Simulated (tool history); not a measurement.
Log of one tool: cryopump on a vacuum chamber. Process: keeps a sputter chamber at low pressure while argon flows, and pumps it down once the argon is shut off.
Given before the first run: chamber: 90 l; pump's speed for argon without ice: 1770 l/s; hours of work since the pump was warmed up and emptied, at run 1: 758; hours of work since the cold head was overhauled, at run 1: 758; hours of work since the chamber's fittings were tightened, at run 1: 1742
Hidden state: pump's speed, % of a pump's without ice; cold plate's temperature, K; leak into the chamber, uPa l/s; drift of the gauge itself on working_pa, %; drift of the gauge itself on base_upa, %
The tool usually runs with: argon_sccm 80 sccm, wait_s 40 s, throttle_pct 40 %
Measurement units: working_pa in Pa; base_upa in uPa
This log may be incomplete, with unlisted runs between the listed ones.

run	hour	argon_sccm	wait_s	throttle_pct	hours of work since the pump was warmed up and emptied	hours of work since the cold head was overhauled	hours of work since the chamber's fittings were tightened	working_pa	base_upa
1	0.0	80	40	40	758	758	1742	0.2195	3.57
2	38.4	80	40	40	780	780	1763	0.2210	3.68
3	69.1	80	40	40	797	797	1781	0.2228	3.69
4	91.2	80	40	40	809	809	1793	0.2227	3.70
5	122.9	80	40	40	827	827	1811	0.2240	3.78
6	147.6	80	40	25	841	841	1825	0.3380	3.82
7	175.6	80	40	25	857	857	1840	0.3417	3.66
8	205.9	80	40	25	874	874	1857	0.3406	3.83
9	236.7	80	40	26	891	891	1875	0.3254	3.85
# hour 268.1: pump warmed up, emptied and cooled again
10	274.8	80	40	26	4	910	1893	0.2965	3.15
11	308.1	80	45	34	23	928	1912	0.2263	3.01
12	341.1	80	45	34	41	947	1931	0.2282	3.05
13	370.2	46	269	34	57	963	1947	0.1321	1.91
14	392.7	48	269	45	70	976	1960	0.1053	1.91
15	421.5	54	53	28	86	992	1976	0.1870	2.93
16	451.0	96	91	40	103	1009	1992	0.2359	2.48
17	469.6	96	91	40	113	1019	2003	0.2367	2.51

How would selected steps in working_pa from run to run divide? Give the signed amount a tool lacking its hidden state would still show from settings, what came in and random variation, and the signed amount left for the hidden state, including any gauge scatter that is not in both of the compared results.
Run 5 -> 6: throttle_pct 40 -> 25. working_pa +0.1140 Pa: hidden state +0.0006, all else +0.1134.
Run 9 -> 10: pump warmed up, emptied and cooled again. working_pa -0.0289 Pa: hidden state -0.0334, all else +0.0045.

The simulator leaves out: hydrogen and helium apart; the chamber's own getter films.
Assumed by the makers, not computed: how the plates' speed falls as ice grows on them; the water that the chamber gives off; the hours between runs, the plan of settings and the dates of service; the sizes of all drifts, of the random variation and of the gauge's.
